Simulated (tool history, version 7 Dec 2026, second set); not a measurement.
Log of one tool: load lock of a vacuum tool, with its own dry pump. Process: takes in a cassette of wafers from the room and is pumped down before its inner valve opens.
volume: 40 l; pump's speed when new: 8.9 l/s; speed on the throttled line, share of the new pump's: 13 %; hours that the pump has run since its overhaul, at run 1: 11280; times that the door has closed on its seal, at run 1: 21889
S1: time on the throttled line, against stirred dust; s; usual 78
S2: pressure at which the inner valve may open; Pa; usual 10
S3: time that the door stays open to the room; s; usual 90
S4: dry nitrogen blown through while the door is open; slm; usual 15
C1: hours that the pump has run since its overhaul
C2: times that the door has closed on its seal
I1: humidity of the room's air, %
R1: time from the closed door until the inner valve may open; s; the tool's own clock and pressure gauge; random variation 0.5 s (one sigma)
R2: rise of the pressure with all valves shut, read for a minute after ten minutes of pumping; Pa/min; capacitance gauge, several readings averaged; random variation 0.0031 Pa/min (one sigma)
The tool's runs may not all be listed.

run 1 hour=0.0 | S1=78 S2=10 S3=90 S4=15 | C1=11280 C2=21889 | I1=46.5 | R1=114.6 R2=0.491
run 2 hour=153.6 | S1=147 S2=10 S3=90 S4=15 | C1=11434 C2=22361 | I1=46.0 | R1=170.8 R2=0.503
run 3 hour=260.9 | S1=47 S2=10 S3=90 S4=15 | C1=11541 C2=22691 | I1=48.1 | R1=87.7 R2=0.515
run 4 hour=389.0 | S1=47 S2=10 S3=90 S4=15 | C1=11669 C2=23085 | I1=44.2 | R1=87.6 R2=0.542
run 5 hour=529.4 | S1=47 S2=10 S3=90 S4=11 | C1=11809 C2=23517 | I1=44.5 | R1=88.3 R2=0.556
run 6 hour=667.2 | S1=47 S2=10 S3=90 S4=11 | C1=11947 C2=23941 | I1=44.6 | R1=88.1 R2=0.576
run 7 hour=804.4 | S1=47 S2=10 S3=90 S4=11 | C1=12084 C2=24363 | I1=44.2 | R1=88.1 R2=0.594
run 8 hour=956.0 | S1=78 S2=10 S3=45 S4=15 | C1=12236 C2=24829 | I1=42.4 | R1=114.1 R2=0.582
run 9 hour=1041.3 | S1=78 S2=10 S3=56 S4=15 | C1=12321 C2=25091 | I1=45.1 | R1=114.5 R2=0.588
run 10 hour=1212.9 | S1=78 S2=10 S3=56 S4=15 | C1=12493 C2=25619 | I1=47.5 | R1=114.9 R2=0.618
run 11 hour=1398.0 | S1=78 S2=10 S3=90 S4=15 | C1=12678 C2=26189 | I1=44.7 | R1=115.4 R2=0.641
run 12 hour=1535.7 | S1=78 S2=10 S3=90 S4=15 | C1=12816 C2=26612 | I1=46.1 | R1=114.6 R2=0.660
run 13 hour=1630.6 | S1=78 S2=10 S3=90 S4=9 | C1=12911 C2=26904 | I1=46.4 | R1=114.4 R2=0.688
run 14 hour=1717.0 | S1=78 S2=10 S3=90 S4=9 | C1=12997 C2=27170 | I1=45.8 | R1=114.7 R2=0.710
run 15 hour=1844.3 | S1=78 S2=14 S3=90 S4=28 | C1=13124 C2=27562 | I1=42.9 | R1=114.6 R2=0.694
-- hour=1927.4 door's seal changed, seat wiped
run 16 hour=1947.2 | S1=78 S2=14 S3=90 S4=28 | C1=13226 C2=61 | I1=43.2 | R1=113.6 R2=0.045
run 17 hour=2113.2 | S1=130 S2=10 S3=90 S4=15 | C1=13392 C2=571 | I1=45.8 | R1=159.2 R2=0.065
run 18 hour=2241.8 | S1=130 S2=10 S3=90 S4=15 | C1=13520 C2=967 | I1=44.5 | R1=159.6 R2=0.061
run 19 hour=2348.5 | S1=130 S2=10 S3=90 S4=15 | C1=13627 C2=1295 | I1=44.2 | R1=159.3 R2=0.068
run 20 hour=2511.3 | S1=125 S2=14 S3=54 S4=5 | C1=13790 C2=1796 | I1=44.3 | R1=151.9 R2=0.069
run 21 hour=2707.2 | S1=125 S2=14 S3=54 S4=5 | C1=13986 C2=2398 | I1=47.1 | R1=153.1 R2=0.079
run 22 hour=2797.9 | S1=125 S2=14 S3=54 S4=5 | C1=14076 C2=2677 | I1=44.5 | R1=154.0 R2=0.083
run 23 hour=2960.9 | S1=125 S2=8 S3=67 S4=5 | C1=14239 C2=3179 | I1=46.3 | R1=156.1 R2=0.096

Measured less the same run without the tool's hidden state. The same run-to-run variation is in both; the gauge's scatter may not be:
The hidden state here: pump's speed, % of a new pump's; leak at the door's seal, Pa l/s; drift of the gauge itself on ready_s, %; drift of the gauge itself on rise_pa_min, %.
run=1 R1=+5.1 R2=+0.433
run=2 R1=+3.6 R2=+0.448
run=3 R1=+5.9 R2=+0.455
run=4 R1=+6.0 R2=+0.484
run=5 R1=+6.1 R2=+0.492
run=6 R1=+6.2 R2=+0.510
run=7 R1=+6.2 R2=+0.527
run=8 R1=+5.6 R2=+0.548
run=9 R1=+5.6 R2=+0.549
run=10 R1=+5.8 R2=+0.575
run=11 R1=+5.9 R2=+0.590
run=12 R1=+6.0 R2=+0.602
run=13 R1=+5.9 R2=+0.616
run=14 R1=+6.1 R2=+0.638
run=15 R1=+5.8 R2=+0.650
run=16 R1=+5.8 R2=+0.000
run=17 R1=+4.8 R2=+0.004
run=18 R1=+4.9 R2=+0.007
run=19 R1=+4.9 R2=+0.010
run=20 R1=+4.8 R2=+0.015
run=21 R1=+4.9 R2=+0.021
run=22 R1=+5.0 R2=+0.023
run=23 R1=+5.6 R2=+0.028

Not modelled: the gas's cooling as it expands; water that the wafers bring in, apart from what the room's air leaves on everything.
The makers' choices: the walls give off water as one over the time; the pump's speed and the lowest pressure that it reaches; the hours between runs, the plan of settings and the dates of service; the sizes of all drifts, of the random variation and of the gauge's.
